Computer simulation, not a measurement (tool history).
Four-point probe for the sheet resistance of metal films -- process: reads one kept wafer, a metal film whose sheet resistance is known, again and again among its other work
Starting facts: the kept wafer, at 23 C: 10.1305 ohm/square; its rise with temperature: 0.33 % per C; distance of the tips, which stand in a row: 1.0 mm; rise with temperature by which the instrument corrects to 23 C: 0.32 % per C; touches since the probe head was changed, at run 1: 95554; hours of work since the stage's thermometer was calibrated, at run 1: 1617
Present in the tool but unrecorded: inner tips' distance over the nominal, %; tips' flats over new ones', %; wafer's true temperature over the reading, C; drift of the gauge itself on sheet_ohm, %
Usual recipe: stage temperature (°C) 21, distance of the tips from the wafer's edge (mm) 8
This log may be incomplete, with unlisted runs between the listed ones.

run    hour  stage temperature (°C)  distance of the tips from the wafer's edge (mm)  touches since the probe head was changed  hours of work since the stage's thermometer was calibrated  sheet resistance as the instrument gives it (ohm/square)
  1     0.0                      21                                                8                                     95554                                                        1617                                                 10.317130
  2    63.6                      21                                                8                                     98176                                                        1660                                                 10.319992
  3   107.4                      21                                                8                                     99978                                                        1689                                                 10.320374
  4   202.4                      25                                                8                                    103894                                                        1753                                                 10.331008
  5   295.6                      25                                                8                                    107732                                                        1815                                                 10.333959
  6   379.9                      25                                                8                                    111205                                                        1872                                                 10.335608
  7   453.4                      19                                                8                                    114235                                                        1921                                                 10.326789
  8   547.4                      19                                                8                                    118107                                                        1984                                                 10.331807
  9   608.7                      19                                                8                                    120630                                                        2025                                                 10.333084
 10   648.8                      19                                                8                                    122284                                                        2052                                                 10.334098
 11   717.9                      27                                               25                                    125129                                                        2098                                                 10.267282
 12   774.4                      32                                                9                                    127458                                                        2136                                                 10.341189
 13   821.2                      31                                               27                                    129386                                                        2167                                                 10.281274
 14   875.2                      29                                               50                                    131611                                                        2203                                                 10.273874
 15   969.0                      29                                               50                                    135476                                                        2266                                                 10.280244
 16  1036.3                      29                                               11                                    138248                                                        2311                                                 10.322592
 17  1119.0                      34                                               17                                    141656                                                        2366                                                 10.305792
 18  1194.7                      24                                               11                                    144772                                                        2417                                                 10.316565
 19  1273.2                      22                                                8                                    148006                                                        2469                                                 10.358678

Below are 4 alternative next runs, each starting from the tool's condition after run 19. Predict each:
  A  1328.9                      19                                                8                                    150303                                                        2507                                                         ?
  B  1328.9                      21                                               19                                    150303                                                        2507                                                         ?
  C  1328.9                      22                                                3                                    150303                                                        2507                                                         ?
  D  1328.9                      28                                               13                                    150303                                                        2507                                                         ?

run  sheet resistance as the instrument gives it (ohm/square)
  A                                                 10.358871
  B                                                 10.290863
  C                                                 10.851780
  D                                                 10.321415
What these runs would have given with no unlogged condition in the tool:
run  sheet resistance as the instrument gives it (ohm/square)
  A                                                 10.212203
  B                                                 10.145318
  C                                                 10.698955
  D                                                 10.176204
